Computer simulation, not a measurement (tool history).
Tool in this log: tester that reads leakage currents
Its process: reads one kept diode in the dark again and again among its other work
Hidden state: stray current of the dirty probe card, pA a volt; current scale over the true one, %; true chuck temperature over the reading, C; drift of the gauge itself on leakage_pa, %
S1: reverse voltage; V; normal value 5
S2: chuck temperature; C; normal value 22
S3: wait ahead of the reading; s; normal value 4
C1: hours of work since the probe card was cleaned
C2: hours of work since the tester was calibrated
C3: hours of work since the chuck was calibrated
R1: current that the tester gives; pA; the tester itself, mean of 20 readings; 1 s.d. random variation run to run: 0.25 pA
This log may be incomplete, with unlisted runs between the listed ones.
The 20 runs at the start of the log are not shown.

Run 21, hour 1609.5: usual settings but S2 49 C, S3 3.43 s; C1 272; C2 2935; C3 729. Result: R1 660.59 pA.
Run 22, hour 1692.7: usual settings but S2 49 C, S3 3.43 s; C1 314; C2 2977; C3 771. Result: R1 661.79 pA.
Run 23, hour 1801.5: usual settings but S3 1.83 s; C1 369; C2 3032; C3 827. Result: R1 88.03 pA.
Run 24, hour 1850.3: usual settings but S1 1.1 V, S2 21 C, S3 0.65 s; C1 394; C2 3057; C3 851. Result: R1 49.28 pA.
Run 25, hour 1901.7: usual settings but S1 1.1 V, S2 36 C, S3 0.34 s; C1 420; C2 3083; C3 877. Result: R1 160.69 pA.
Run 26, hour 1997.1: usual settings but S1 4.9 V; C1 468; C2 3131; C3 926. Result: R1 87.24 pA.
Run 27, hour 2044: usual settings but S1 1.19 V; C1 492; C2 3155; C3 950. Result: R1 54.69 pA.
Run 28, hour 2093.4: usual settings; C1 517; C2 3180; C3 975. Result: R1 88.48 pA.
Run 29, hour 2163.2: usual settings; C1 553; C2 3216; C3 1010. Result: R1 88.5 pA.
Run 30, hour 2230.2: usual settings; C1 587; C2 3250; C3 1044. Result: R1 89.07 pA.
Run 31, hour 2277: usual settings; C1 610; C2 3273; C3 1068. Result: R1 89.07 pA.
Run 32, hour 2375.5: usual settings; C1 660; C2 3323; C3 1118. Result: R1 90.28 pA.
Run 33, hour 2462.4: usual settings but S1 5.81 V, S2 29 C, S3 4.35 s; C1 704; C2 3367; C3 1162. Result: R1 163.45 pA.
Run 34, hour 2527.4: usual settings but S1 5.81 V, S2 29 C, S3 4.35 s; C1 737; C2 3400; C3 1195. Result: R1 164.64 pA.
Run 35, hour 2578: usual settings but S1 7.63 V, S2 38 C, S3 1.15 s; C1 763; C2 3426; C3 1220. Result: R1 356.25 pA.
Run 36, hour 2676.7: usual settings but S1 4.21 V, S2 35 C, S3 0.98 s; C1 813; C2 3476; C3 1270. Result: R1 235.62 pA.
Run 37, hour 2728.8: usual settings but S1 4.21 V, S2 35 C, S3 1.18 s; C1 839; C2 3502; C3 1297. Result: R1 234.08 pA.
Run 38, hour 2809.4: usual settings but S1 16.43 V, S2 58 C; C1 880; C2 3543; C3 1338. Result: R1 1817.46 pA.
Run 39, hour 2893.9: usual settings but S3 0.51 s; C1 923; C2 3586; C3 1381. Result: R1 95.25 pA.

Branching from run 39: 4 alternative next runs. What would each branch give?
Run A, hour 2944.2: usual settings but S1 1.14 V, S3 0.86 s; C1 949; C2 3612; C3 1406. Result: R1 ?.
Run B, hour 2944.2: usual settings but S1 7.12 V, S3 0.51 s; C1 949; C2 3612; C3 1406. Result: R1 ?.
Run C, hour 2944.2: usual settings but S2 37 C, S3 0.51 s; C1 949; C2 3612; C3 1406. Result: R1 ?.
Run D, hour 2944.2: usual settings but S1 17.02 V, S2 21 C, S3 0.46 s; C1 949; C2 3612; C3 1406. Result: R1 ?.

run      R1
  A   56.19
  B  109.18
  C  292.24
  D  149.18
The same runs, with their run-to-run variation unchanged, on a tool lacking any hidden condition would have given:
run      R1
  A   50.64
  B    93.4
  C  266.04
  D  120.11

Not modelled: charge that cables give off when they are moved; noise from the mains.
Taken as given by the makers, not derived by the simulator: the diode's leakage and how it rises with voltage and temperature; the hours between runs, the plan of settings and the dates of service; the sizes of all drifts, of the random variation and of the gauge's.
